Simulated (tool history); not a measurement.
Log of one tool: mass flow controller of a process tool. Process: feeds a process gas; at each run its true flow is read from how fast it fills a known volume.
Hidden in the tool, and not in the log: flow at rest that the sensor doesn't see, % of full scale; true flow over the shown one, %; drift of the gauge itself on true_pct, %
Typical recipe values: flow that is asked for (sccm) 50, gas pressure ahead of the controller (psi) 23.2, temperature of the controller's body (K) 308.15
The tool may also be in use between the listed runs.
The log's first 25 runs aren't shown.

| run | hour | flow that is asked for (sccm) | gas pressure ahead of the controller (psi) | temperature of the controller's body (K) | hours of work since the controller was set to zero | hours of work since the controller was changed | true flow (%) |
|---|---|---|---|---|---|---|---|
| 26 | 9525.7 | 50 | 32.6 | 297.15 | 5912 | 5912 | 100.48 |
| 27 | 9778.4 | 50 | 23.2 | 304.15 | 6034 | 6034 | 100.27 |
| 28 | 10254.8 | 84 | 23.2 | 311.15 | 6263 | 6263 | 100.8 |
| 29 | 10564.6 | 84 | 23.2 | 311.15 | 6412 | 6412 | 100.88 |
| 30 | 10913.3 | 19 | 23.2 | 299.15 | 6580 | 6580 | 98.3 |
| 31 | 11341.4 | 16 | 23.9 | 308.15 | 6787 | 6787 | 97.59 |
| 32 | 11751.2 | 72 | 21.9 | 299.15 | 6984 | 6984 | 101.03 |
| 33 | 12221.5 | 13 | 25.8 | 306.15 | 7211 | 7211 | 96.56 |
| 34 | 12764.4 | 19 | 21.3 | 302.15 | 7472 | 7472 | 98.24 |

What does the tool deliver on the next run?
| 35 | 13103.2 | 31 | 23.2 | 300.15 | 7635 | 7635 | ? |

{"run 35": {"true flow (%)": 99.59}}
On a tool with no hidden condition, and with the same random variation, this run would have come out at true flow (%) 99.17.

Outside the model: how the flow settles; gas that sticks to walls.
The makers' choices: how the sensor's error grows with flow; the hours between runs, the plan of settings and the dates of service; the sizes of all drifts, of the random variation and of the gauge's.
